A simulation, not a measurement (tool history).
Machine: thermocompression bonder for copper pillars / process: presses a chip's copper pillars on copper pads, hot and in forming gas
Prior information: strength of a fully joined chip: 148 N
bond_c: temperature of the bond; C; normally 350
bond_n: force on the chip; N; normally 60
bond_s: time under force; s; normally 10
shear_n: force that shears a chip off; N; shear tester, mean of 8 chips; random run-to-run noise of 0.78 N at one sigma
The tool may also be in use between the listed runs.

run	day	bond_c	bond_n	bond_s	shear_n
1	0	350	60	10	56.2
2	1.038	350	60	10	56.7
3	1.788	350	60	10	57.4
4	3.346	350	60	10	55.1
5	4.758	350	60	10	56
6	5.629	350	60	10	54.6
7	6.554	349	52	10	46.3
8	8.112	347	37	7	25.7
# day 8.275: force cell calibrated
9	8.975	347	37	7	24.9
10	9.812	347	37	7	25.5
11	10.621	347	37	7	25.6

Predict each of these 4 candidate next runs independently; none follows another, all start after run 11:
A	12.054	349	60	16	?
B	12.054	359	40	9	?
C	12.054	347	59	27	?
D	12.054	369	75	7	?

run	shear_n
A	63.3
B	36.5
C	74.8
D	74.2
Without the tool's hidden state the same runs would have given:
run	shear_n
A	68.3
B	39.7
C	80.6
D	79.5
